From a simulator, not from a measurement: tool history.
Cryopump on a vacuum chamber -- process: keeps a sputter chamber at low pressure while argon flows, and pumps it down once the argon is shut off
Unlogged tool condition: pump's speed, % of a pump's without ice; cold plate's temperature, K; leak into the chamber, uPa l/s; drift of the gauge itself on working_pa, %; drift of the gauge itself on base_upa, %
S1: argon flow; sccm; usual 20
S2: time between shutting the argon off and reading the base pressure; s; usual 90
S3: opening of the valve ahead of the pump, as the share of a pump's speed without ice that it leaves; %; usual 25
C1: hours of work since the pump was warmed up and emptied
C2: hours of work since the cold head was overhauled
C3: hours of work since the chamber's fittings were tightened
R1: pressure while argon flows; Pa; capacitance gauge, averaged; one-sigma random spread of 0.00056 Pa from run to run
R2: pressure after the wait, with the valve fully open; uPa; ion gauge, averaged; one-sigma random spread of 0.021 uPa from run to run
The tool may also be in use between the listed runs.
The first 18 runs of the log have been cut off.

run,hour,S1,S2,S3,C1,C2,C3,R1,R2
19,1021.4,30,31,36,152,2564,525,0.0655,1.34
20,1061.4,30,31,36,182,2594,555,0.0656,1.38
21,1124,39,31,38,229,2642,602,0.0826,1.41
22,1176.6,19,41,40,269,2681,642,0.0376,1.28
23,1239.2,19,41,40,316,2728,689,0.0384,1.37
24,1304.3,11,34,25,365,2777,738,0.035,1.49
25,1371.1,38,168,25,415,2828,788,0.1217,1.1
26,1442.3,38,168,25,469,2881,842,0.1221,1.13
27,1482.4,21,106,25,499,2912,872,0.0674,1.2
28,1534,21,106,25,538,2951,911,0.0664,1.27
29,1606.8,11,205,41,593,3005,966,0.0238,1.28
30,1677.9,11,205,41,646,3059,1020,0.024,1.37
31,1723.6,11,116,25,681,3093,1054,0.0371,1.51
32,1795.5,15,75,40,735,3147,1108,0.0332,1.71
# hour 1871.9: pump warmed up, emptied and cooled again
33,1878.7,10,52,16,5,3206,1167,0.0479,1.49

Here are 5 independent what-if runs from the current tool condition. What would each one return?
A,1948.4,17,40,35,58,3259,1220,?,?
B,1948.4,26,52,17,58,3259,1220,?,?
C,1948.4,15,122,16,58,3259,1220,?,?
D,1948.4,11,52,16,58,3259,1220,?,?
E,1948.4,20,36,41,58,3259,1220,?,?

run,R1,R2
A,0.0371,1.71
B,0.1166,1.59
C,0.0709,1.3
D,0.0535,1.58
E,0.0383,1.79
Had the tool no hidden state, the same runs would have come out as:
run,R1,R2
A,0.0362,0.74
B,0.1153,0.6
C,0.0701,0.33
D,0.0529,0.59
E,0.0373,0.8
